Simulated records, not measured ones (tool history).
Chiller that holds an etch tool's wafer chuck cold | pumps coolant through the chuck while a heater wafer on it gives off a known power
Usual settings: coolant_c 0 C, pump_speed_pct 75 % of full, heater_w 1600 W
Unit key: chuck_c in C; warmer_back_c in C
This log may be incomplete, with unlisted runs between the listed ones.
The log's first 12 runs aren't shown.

run    hour  coolant_c  pump_speed_pct  heater_w  hours since the coolant was changed and the channels were flushed  hours since the pump was overhauled  hours since the chiller's thermometer was calibrated  chuck_c  warmer_back_c
 13     850          0              75      1600                                                               1965                                 3743                                                  3852     12.1           3.66
 14   896.7          0              75      1600                                                               2012                                 3790                                                  3898     12.1           3.64
 15   981.4          0              75      1600                                                               2097                                 3875                                                  3983       12           3.67
 16    1058          0              75      1600                                                               2173                                 3951                                                  4059     12.1           3.68
 17  1140.8          0              75      1600                                                               2256                                 4034                                                  4142     12.1           3.67
 18  1231.5          6              75      1384                                                               2347                                 4125                                                  4233     16.5           3.07
 19  1298.9          9              75      1793                                                               2414                                 4192                                                  4300     22.6           4.14
 20  1365.1         -3              87       874                                                               2480                                 4258                                                  4367      2.6           1.58
 21  1431.9          4              75      1600                                                               2547                                 4325                                                  4433     16.1            3.5
 22  1479.8          8              83       884                                                               2595                                 4373                                                  4481       14           1.65
 23  1523.8          8              83       884                                                               2639                                 4417                                                  4525     14.3           1.67
       1540  -- gauge calibrated
 24  1573.3          4              68      1638                                                               2689                                 4466                                                  4575     17.5           4.27
     1655.3  -- chiller's thermometer calibrated
 25  1670.1         -5              92      1600                                                               2784                                 4562                                                    15      5.2           3.08
 26  1751.4         -7              68      1600                                                               2866                                 4644                                                    96      6.1           4.22
 27  1795.5         -7              82      1600                                                               2910                                 4688                                                   140      4.2           3.51
 28  1874.6         -7              82      1600                                                               2989                                 4767                                                   219      4.2           3.53
 29  1937.2          4              66      1688                                                               3051                                 4829                                                   282     18.4           4.48
 30  2001.5          4              66      1688                                                               3116                                 4894                                                   346     18.4           4.53
 31  2097.1         -7              63       904                                                               3211                                 4989                                                   442      1.1           2.46
 32  2169.1          6              63      1271                                                               3283                                 5061                                                   514     17.2           3.54

3 ways to go on from here, each from the tool as it stands after run 32. What would each give?
  A  2209         -1              99      1271                                                               3323                                 5101                                                   554        ?              ?
  B  2209         -3              74      2213                                                               3323                                 5101                                                   554        ?              ?
  C  2209         -5              74      1618                                                               3323                                 5101                                                   554        ?              ?

run  chuck_c  warmer_back_c
  A      6.5           2.24
  B     13.9            5.3
  C      7.5           3.81
Had the tool no hidden state, the same runs would have come out as:
run  chuck_c  warmer_back_c
  A      6.5           2.35
  B     13.9           5.41
  C      7.4           3.93

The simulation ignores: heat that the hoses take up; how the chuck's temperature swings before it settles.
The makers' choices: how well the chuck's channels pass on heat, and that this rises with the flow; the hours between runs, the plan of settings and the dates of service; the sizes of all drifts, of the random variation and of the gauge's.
